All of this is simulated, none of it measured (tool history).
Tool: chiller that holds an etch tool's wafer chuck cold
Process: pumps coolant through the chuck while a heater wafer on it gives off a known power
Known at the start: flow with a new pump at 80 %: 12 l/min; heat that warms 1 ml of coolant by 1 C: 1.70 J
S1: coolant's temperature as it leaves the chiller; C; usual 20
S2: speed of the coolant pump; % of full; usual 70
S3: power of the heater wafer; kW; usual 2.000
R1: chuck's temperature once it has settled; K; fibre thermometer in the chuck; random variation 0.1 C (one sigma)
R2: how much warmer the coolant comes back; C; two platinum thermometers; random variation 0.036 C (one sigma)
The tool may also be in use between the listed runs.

| run | hour | S1 | S2 | S3 | R1 | R2 |
|---|---|---|---|---|---|---|
| 1 | 0.0 | 20 | 70 | 2.000 | 316.25 | 6.89 |
| 2 | 39.0 | 20 | 93 | 2.000 | 312.35 | 5.19 |
| 3 | 110.9 | 20 | 93 | 2.000 | 312.55 | 5.14 |
| 4 | 151.9 | 20 | 93 | 2.000 | 312.55 | 5.09 |
| 5 | 212.7 | 20 | 93 | 2.000 | 312.45 | 5.10 |
| 6 | 280.6 | 20 | 93 | 2.000 | 312.65 | 5.16 |
| 7 | 327.1 | 20 | 70 | 2.000 | 316.65 | 6.88 |
| 8 | 400.0 | 20 | 70 | 2.000 | 316.65 | 6.96 |
| 9 | 436.1 | 10 | 70 | 2.000 | 306.95 | 6.98 |
| 10 | 476.5 | 20 | 67 | 2.000 | 317.65 | 7.26 |
| 11 | 550.4 | 17 | 70 | 2.000 | 313.95 | 6.94 |
| 12 | 611.5 | 17 | 61 | 2.000 | 316.35 | 7.95 |
| 13 | 662.1 | 17 | 61 | 2.000 | 316.35 | 8.00 |
| 14 | 730.2 | 17 | 61 | 2.000 | 316.55 | 7.91 |
| 15 | 767.2 | 30 | 70 | 2.000 | 327.15 | 6.97 |
| 16 | 809.9 | 20 | 70 | 2.000 | 317.25 | 6.93 |
| 17 | 879.9 | 20 | 90 | 1.633 | 309.75 | 4.38 |
| 18 | 930.6 | 12 | 63 | 1.565 | 305.35 | 6.05 |
| 19 | 996.4 | 15 | 79 | 1.565 | 305.65 | 4.80 |
| 20 | 1047.5 | 22 | 67 | 1.086 | 308.95 | 3.94 |
| 21 | 1100.1 | 22 | 67 | 1.086 | 308.75 | 3.95 |
| 22 | 1150.3 | 22 | 67 | 1.086 | 308.75 | 3.97 |
| 23 | 1187.9 | 19 | 98 | 1.086 | 302.75 | 2.69 |
| 24 | 1247.5 | 20 | 88 | 1.882 | 312.95 | 5.20 |
| 25 | 1316.0 | 20 | 88 | 1.882 | 312.85 | 5.15 |
| 26 | 1370.2 | 16 | 60 | 2.000 | 316.35 | 8.26 |
| 27 | 1425.3 | 16 | 60 | 2.000 | 316.35 | 8.23 |
| 28 | 1485.0 | 20 | 86 | 2.540 | 320.45 | 7.21 |
| 29 | 1516.1 | 20 | 86 | 2.540 | 320.55 | 7.21 |
| 30 | 1551.1 | 20 | 90 | 2.000 | 314.05 | 5.41 |
| 31 | 1582.9 | 25 | 88 | 2.720 | 326.95 | 7.52 |

Measured less the same run without the tool's hidden state. The same run-to-run variation is in both; the gauge's scatter may not be:
The hidden state here: heat passed by the chuck's channels, % of clean ones'; flow at a given pump speed, % of a new pump's; coolant's true temperature over the reading, C; drift of the gauge itself on chuck_c, C; drift of the gauge itself on warmer_back_c, C.
| run | R1 | R2 |
|---|---|---|
| 1 | +1.40 | +0.12 |
| 2 | +1.10 | +0.10 |
| 3 | +1.20 | +0.09 |
| 4 | +1.30 | +0.10 |
| 5 | +1.30 | +0.10 |
| 6 | +1.30 | +0.11 |
| 7 | +1.60 | +0.14 |
| 8 | +1.70 | +0.15 |
| 9 | +1.80 | +0.15 |
| 10 | +1.90 | +0.16 |
| 11 | +1.80 | +0.16 |
| 12 | +2.10 | +0.19 |
| 13 | +2.20 | +0.19 |
| 14 | +2.20 | +0.20 |
| 15 | +2.10 | +0.18 |
| 16 | +2.20 | +0.18 |
| 17 | +1.50 | +0.12 |
| 18 | +1.90 | +0.16 |
| 19 | +1.70 | +0.13 |
| 20 | +1.30 | +0.11 |
| 21 | +1.30 | +0.12 |
| 22 | +1.40 | +0.12 |
| 23 | +1.20 | +0.08 |
| 24 | +2.10 | +0.16 |
| 25 | +2.20 | +0.16 |
| 26 | +2.90 | +0.26 |
| 27 | +3.00 | +0.27 |
| 28 | +3.10 | +0.24 |
| 29 | +3.10 | +0.24 |
| 30 | +2.50 | +0.18 |
| 31 | +3.30 | +0.25 |
